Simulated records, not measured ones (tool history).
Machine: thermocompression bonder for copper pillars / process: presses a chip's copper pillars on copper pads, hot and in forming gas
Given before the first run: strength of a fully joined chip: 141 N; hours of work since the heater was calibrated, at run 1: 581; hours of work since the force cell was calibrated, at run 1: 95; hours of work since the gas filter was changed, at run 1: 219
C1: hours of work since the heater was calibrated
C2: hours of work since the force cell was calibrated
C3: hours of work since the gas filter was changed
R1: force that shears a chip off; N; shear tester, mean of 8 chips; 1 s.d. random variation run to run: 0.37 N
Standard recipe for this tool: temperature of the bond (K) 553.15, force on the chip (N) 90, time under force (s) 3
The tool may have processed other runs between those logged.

run 1 day=0.000 | temperature_of_the_bond_(K)=553.15 force_on_the_chip_(N)=90 time_under_force_(s)=3 | C1=581 C2=95 C3=219 | R1=70.7
run 2 day=0.883 | temperature_of_the_bond_(K)=553.15 force_on_the_chip_(N)=63 time_under_force_(s)=3 | C1=594 C2=109 C3=232 | R1=50.0
run 3 day=1.912 | temperature_of_the_bond_(K)=553.15 force_on_the_chip_(N)=85 time_under_force_(s)=3 | C1=609 C2=124 C3=248 | R1=67.9
run 4 day=3.512 | temperature_of_the_bond_(K)=553.15 force_on_the_chip_(N)=85 time_under_force_(s)=3 | C1=633 C2=148 C3=272 | R1=67.8
run 5 day=4.483 | temperature_of_the_bond_(K)=553.15 force_on_the_chip_(N)=85 time_under_force_(s)=3 | C1=648 C2=163 C3=286 | R1=67.3
run 6 day=5.758 | temperature_of_the_bond_(K)=557.15 force_on_the_chip_(N)=85 time_under_force_(s)=3 | C1=667 C2=182 C3=305 | R1=71.3
run 7 day=7.079 | temperature_of_the_bond_(K)=557.15 force_on_the_chip_(N)=85 time_under_force_(s)=3 | C1=687 C2=201 C3=325 | R1=70.2
run 8 day=8.629 | temperature_of_the_bond_(K)=557.15 force_on_the_chip_(N)=85 time_under_force_(s)=3 | C1=710 C2=225 C3=348 | R1=70.3
run 9 day=9.488 | temperature_of_the_bond_(K)=553.15 force_on_the_chip_(N)=65 time_under_force_(s)=3 | C1=723 C2=237 C3=361 | R1=52.1
run 10 day=10.717 | temperature_of_the_bond_(K)=553.15 force_on_the_chip_(N)=90 time_under_force_(s)=3 | C1=741 C2=256 C3=379 | R1=71.8
run 11 day=12.221 | temperature_of_the_bond_(K)=553.15 force_on_the_chip_(N)=90 time_under_force_(s)=3 | C1=764 C2=278 C3=402 | R1=71.8
run 12 day=13.258 | temperature_of_the_bond_(K)=553.15 force_on_the_chip_(N)=90 time_under_force_(s)=3 | C1=779 C2=294 C3=417 | R1=71.4
run 13 day=14.329 | temperature_of_the_bond_(K)=553.15 force_on_the_chip_(N)=90 time_under_force_(s)=3 | C1=795 C2=310 C3=434 | R1=72.1
run 14 day=15.150 | temperature_of_the_bond_(K)=553.15 force_on_the_chip_(N)=90 time_under_force_(s)=2 | C1=807 C2=322 C3=446 | R1=62.2
run 15 day=15.842 | temperature_of_the_bond_(K)=553.15 force_on_the_chip_(N)=90 time_under_force_(s)=3 | C1=818 C2=333 C3=456 | R1=72.3
run 16 day=17.408 | temperature_of_the_bond_(K)=553.15 force_on_the_chip_(N)=90 time_under_force_(s)=3 | C1=841 C2=356 C3=480 | R1=71.9
-- day=18.625 forming gas filter changed
run 17 day=18.625 | temperature_of_the_bond_(K)=553.15 force_on_the_chip_(N)=90 time_under_force_(s)=3 | C1=859 C2=374 C3=0 | R1=72.1
run 18 day=19.504 | temperature_of_the_bond_(K)=553.15 force_on_the_chip_(N)=90 time_under_force_(s)=3 | C1=872 C2=387 C3=13 | R1=72.5
run 19 day=20.662 | temperature_of_the_bond_(K)=543.15 force_on_the_chip_(N)=90 time_under_force_(s)=3 | C1=890 C2=404 C3=30 | R1=65.8
run 20 day=21.871 | temperature_of_the_bond_(K)=543.15 force_on_the_chip_(N)=90 time_under_force_(s)=3 | C1=908 C2=423 C3=49 | R1=65.3
run 21 day=22.762 | temperature_of_the_bond_(K)=553.15 force_on_the_chip_(N)=116 time_under_force_(s)=3 | C1=921 C2=436 C3=62 | R1=90.9
run 22 day=23.954 | temperature_of_the_bond_(K)=553.15 force_on_the_chip_(N)=116 time_under_force_(s)=3 | C1=939 C2=454 C3=80 | R1=90.7
run 23 day=25.071 | temperature_of_the_bond_(K)=542.15 force_on_the_chip_(N)=115 time_under_force_(s)=4 | C1=956 C2=470 C3=97 | R1=88.9
run 24 day=26.371 | temperature_of_the_bond_(K)=554.15 force_on_the_chip_(N)=115 time_under_force_(s)=4 | C1=975 C2=490 C3=116 | R1=98.2
run 25 day=27.567 | temperature_of_the_bond_(K)=542.15 force_on_the_chip_(N)=90 time_under_force_(s)=3 | C1=993 C2=508 C3=134 | R1=64.7
run 26 day=29.050 | temperature_of_the_bond_(K)=542.15 force_on_the_chip_(N)=90 time_under_force_(s)=3 | C1=1015 C2=530 C3=156 | R1=65.5
run 27 day=30.388 | temperature_of_the_bond_(K)=542.15 force_on_the_chip_(N)=90 time_under_force_(s)=3 | C1=1035 C2=550 C3=176 | R1=65.3
run 28 day=31.621 | temperature_of_the_bond_(K)=553.15 force_on_the_chip_(N)=90 time_under_force_(s)=2 | C1=1054 C2=569 C3=195 | R1=63.3
run 29 day=32.871 | temperature_of_the_bond_(K)=577.15 force_on_the_chip_(N)=90 time_under_force_(s)=2 | C1=1072 C2=587 C3=213 | R1=79.0
run 30 day=33.642 | temperature_of_the_bond_(K)=571.15 force_on_the_chip_(N)=65 time_under_force_(s)=5 | C1=1084 C2=599 C3=225 | R1=76.0

Run 31, settings as shown, results not yet in. Your forecast:
run 31 day=34.400 | temperature_of_the_bond_(K)=571.15 force_on_the_chip_(N)=65 time_under_force_(s)=5 | C1=1095 C2=610 C3=236 | R1=?

{"run 31": {"R1": 75.8}}
Were there no unlogged condition in the tool, this run, its random variation unchanged, would have produced R1 74.0 N.
